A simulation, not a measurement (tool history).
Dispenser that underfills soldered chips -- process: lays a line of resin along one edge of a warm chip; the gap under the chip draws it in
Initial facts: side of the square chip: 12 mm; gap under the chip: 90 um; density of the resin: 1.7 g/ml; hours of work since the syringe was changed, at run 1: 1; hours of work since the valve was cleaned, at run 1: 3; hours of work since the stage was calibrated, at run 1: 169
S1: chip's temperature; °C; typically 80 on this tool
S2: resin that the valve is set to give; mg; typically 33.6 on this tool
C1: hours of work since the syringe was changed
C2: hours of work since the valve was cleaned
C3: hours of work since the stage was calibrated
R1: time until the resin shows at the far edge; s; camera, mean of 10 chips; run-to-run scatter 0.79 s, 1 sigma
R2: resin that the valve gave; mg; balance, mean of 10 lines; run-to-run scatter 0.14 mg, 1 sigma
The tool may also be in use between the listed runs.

run 1 hour=0.0 | S1=80 S2=33.6 | C1=1 C2=3 C3=169 | R1=78.2 R2=33.72
run 2 hour=5.0 | S1=80 S2=40.8 | C1=4 C2=7 C3=173 | R1=90.8 R2=40.37
run 3 hour=9.2 | S1=80 S2=40.8 | C1=7 C2=10 C3=176 | R1=107.5 R2=40.59
-- hour=12.4 new syringe of resin
run 4 hour=13.3 | S1=80 S2=33.6 | C1=1 C2=12 C3=178 | R1=81.7 R2=33.33
run 5 hour=19.8 | S1=80 S2=33.6 | C1=5 C2=17 C3=183 | R1=100.0 R2=33.11
-- hour=26.5 new syringe of resin
run 6 hour=28.1 | S1=80 S2=33.6 | C1=1 C2=23 C3=188 | R1=82.6 R2=32.71
run 7 hour=35.9 | S1=80 S2=33.6 | C1=7 C2=28 C3=194 | R1=107.1 R2=32.59
-- hour=40.4 new syringe of resin
run 8 hour=42.2 | S1=80 S2=33.6 | C1=1 C2=32 C3=198 | R1=81.9 R2=32.48
run 9 hour=46.0 | S1=88 S2=33.6 | C1=4 C2=35 C3=201 | R1=64.5 R2=32.70
run 10 hour=53.6 | S1=88 S2=33.6 | C1=9 C2=40 C3=206 | R1=82.3 R2=32.77
-- hour=54.7 new syringe of resin
run 11 hour=61.8 | S1=80 S2=33.4 | C1=5 C2=46 C3=211 | R1=99.0 R2=32.18
run 12 hour=67.9 | S1=77 S2=39.8 | C1=9 C2=50 C3=216 | R1=139.7 R2=37.93
-- hour=68.9 new syringe of resin
run 13 hour=77.3 | S1=77 S2=39.8 | C1=6 C2=56 C3=222 | R1=119.8 R2=37.96
run 14 hour=82.3 | S1=77 S2=37.3 | C1=9 C2=60 C3=225 | R1=140.4 R2=35.13
-- hour=83.1 new syringe of resin
run 15 hour=88.6 | S1=77 S2=37.3 | C1=4 C2=64 C3=230 | R1=108.4 R2=35.05
run 16 hour=96.2 | S1=67 S2=37.3 | C1=9 C2=69 C3=235 | R1=237.0 R2=34.76
-- hour=97.1 new syringe of resin
run 17 hour=104.0 | S1=67 S2=32.6 | C1=5 C2=74 C3=240 | R1=200.5 R2=30.42
run 18 hour=109.0 | S1=75 S2=29.9 | C1=8 C2=78 C3=244 | R1=155.3 R2=27.66
-- hour=111.5 new syringe of resin
run 19 hour=113.3 | S1=75 S2=29.9 | C1=1 C2=81 C3=246 | R1=112.4 R2=27.54
run 20 hour=119.3 | S1=70 S2=34.5 | C1=5 C2=85 C3=251 | R1=172.6 R2=31.60
-- hour=125.5 new syringe of resin
run 21 hour=128.0 | S1=89 S2=30.8 | C1=2 C2=91 C3=256 | R1=57.0 R2=27.93
run 22 hour=131.8 | S1=89 S2=30.8 | C1=4 C2=93 C3=259 | R1=65.6 R2=28.16

Forecast each of these 3 alternatives for the next run:
run A hour=136.0 | S1=70 S2=30.5 | C1=7 C2=96 C3=262 | R1=? R2=?
run B hour=136.0 | S1=70 S2=31.6 | C1=7 C2=96 C3=262 | R1=? R2=?
run C hour=136.0 | S1=67 S2=28.7 | C1=7 C2=96 C3=262 | R1=? R2=?

run=A R1=195.4 R2=27.81
run=B R1=191.1 R2=28.58
run=C R1=238.2 R2=25.98
The same runs, with their run-to-run variation unchanged, on a tool lacking any hidden condition would have given:
run=A R1=122.5 R2=30.64
run=B R1=119.9 R2=31.50
run=C R1=147.5 R2=28.63
